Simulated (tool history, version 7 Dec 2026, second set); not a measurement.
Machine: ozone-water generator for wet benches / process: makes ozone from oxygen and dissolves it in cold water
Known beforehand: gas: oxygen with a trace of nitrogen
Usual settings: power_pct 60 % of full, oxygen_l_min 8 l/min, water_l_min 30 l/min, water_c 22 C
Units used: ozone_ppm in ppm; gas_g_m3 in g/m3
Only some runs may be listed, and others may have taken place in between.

run,hour,power_pct,oxygen_l_min,water_l_min,water_c,ozone_ppm,gas_g_m3
1,0,60,8,30,22,19.3,191.4
2,93.8,60,8,30,22,19.1,191.4
3,148,60,8,30,22,19.2,193
4,206.3,60,8,30,22,19.2,193.6
5,256.8,86,8,30,22,24.8,247.3
6,321.9,86,8,30,22,24.9,251.3
7,408.1,60,8,30,20,19.8,191
8,481.3,60,8,30,20,19.8,193.5
9,538.5,60,8,30,20,20,194.6
10,613.5,60,8,30,20,20.1,191.9
# hour 664: contactor cleaned
11,700.5,50,8,30,22,16.8,167.9
12,745.7,50,8,30,22,17,168.9
13,803.5,60,9.98,30,21,19.6,174.6
14,884.9,86,8.47,30,16,27.7,246.8
15,966.5,85,7.12,29,22,25.2,259.4
16,1055.8,85,13.26,29,26,23.8,200
17,1102.5,76,13.26,29,26,22.2,186.1
18,1165.9,57,4.71,38,23,13.2,230
19,1229.1,57,4.71,38,23,13,231.6

Branching from run 19: 5 alternative next runs. What would each branch give?
A,1287.4,57,4.71,30,23,?,?
B,1287.4,62,4.71,39,23,?,?
C,1287.4,88,8,22,19,?,?
D,1287.4,54,8,30,20,?,?
E,1287.4,60,8,30,20,?,?

run,ozone_ppm,gas_g_m3
A,16.6,230.7
B,13.7,243.6
C,34.5,255.4
D,18.5,177.1
E,19.4,191.2
What these runs would have given with no unlogged condition in the tool:
run,ozone_ppm,gas_g_m3
A,16.6,230.8
B,13.7,243.6
C,34.5,255.5
D,18.5,177.1
E,19.4,191.2

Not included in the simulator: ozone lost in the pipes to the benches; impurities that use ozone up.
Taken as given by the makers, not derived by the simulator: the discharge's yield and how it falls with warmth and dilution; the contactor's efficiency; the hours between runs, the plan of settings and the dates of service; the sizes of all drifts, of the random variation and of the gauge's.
